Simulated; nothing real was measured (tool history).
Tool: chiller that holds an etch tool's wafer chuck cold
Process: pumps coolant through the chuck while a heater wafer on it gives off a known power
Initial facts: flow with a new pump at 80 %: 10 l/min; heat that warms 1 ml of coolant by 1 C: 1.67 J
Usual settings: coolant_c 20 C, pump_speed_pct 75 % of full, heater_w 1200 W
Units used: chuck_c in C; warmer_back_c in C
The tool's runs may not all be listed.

run	hour	coolant_c	pump_speed_pct	heater_w	chuck_c	warmer_back_c
1	0	20	75	1200	40.4	4.88
2	19.3	20	75	1200	40.4	4.89
3	57.5	20	61	1200	43	6.16
4	80.9	20	75	1200	40.4	4.91
5	111.6	20	75	1200	40.9	4.9
6	129.1	20	91	1200	38.6	3.93
7	153	20	91	1200	38.6	3.93
8	170.1	20	91	1200	38.8	3.93
9	203.2	20	91	1200	38.7	3.97
10	231.6	20	91	1200	38.8	3.96
11	270.5	20	91	1200	38.8	4
12	302.1	20	91	1033	36.2	3.43
13	329.9	20	75	1200	41.1	4.94
14	368.1	20	75	1200	41.2	4.97
15	397.2	30	75	1200	51	4.98
16	434.5	30	75	1200	51.2	4.98
17	467.9	14	65	1319	39.2	6.36
18	499.8	14	65	1491	42.4	7.33
19	516.7	20	75	699	32.8	2.95
20	537	20	75	658	32.2	2.72
# hour 540.3: chiller's thermometer calibrated
21	572	12	75	1159	31.7	4.85
22	611.4	12	75	1159	31.8	4.86
23	638.1	12	90	686	22.4	2.32
# hour 659.6: coolant changed, channels flushed
24	681.8	12	90	686	20.8	2.34
25	712.7	12	90	686	20.5	2.33
26	741.9	12	65	1751	38.6	8.57
27	773.9	15	75	1200	31.9	5.03
28	806.9	15	75	1200	31.9	5.09
29	843.6	15	75	1200	32.1	5.06
30	864.8	20	90	1614	40.5	5.55
31	900.3	20	90	1614	40.7	5.53
32	924.4	20	75	1668	43.7	6.99

Results for each run, recomputed without the tool's hidden state and with each run's random variation untouched:
The tool's hidden condition here consists of: heat passed by the chuck's channels, % of clean ones'; flow at a given pump speed, % of a new pump's; coolant's true temperature over the reading, C; drift of the gauge itself on chuck_c, C; drift of the gauge itself on warmer_back_c, C.
run	chuck_c	warmer_back_c
1	36.1	4.63
2	36.1	4.63
3	38.2	5.83
4	35.9	4.64
5	36.3	4.63
6	34.3	3.71
7	34.3	3.71
8	34.5	3.7
9	34.4	3.74
10	34.4	3.73
11	34.3	3.75
12	32.1	3.22
13	36.1	4.62
14	36.2	4.65
15	45.9	4.65
16	46.1	4.65
17	33.2	5.91
18	35.8	6.82
19	29.3	2.74
20	28.9	2.53
21	27.6	4.49
22	27.6	4.5
23	20.1	2.15
24	20.5	2.16
25	20.1	2.15
26	37.4	7.89
27	31.1	4.63
28	31	4.68
29	31.2	4.64
30	39.4	5.09
31	39.5	5.06
32	42.3	6.39
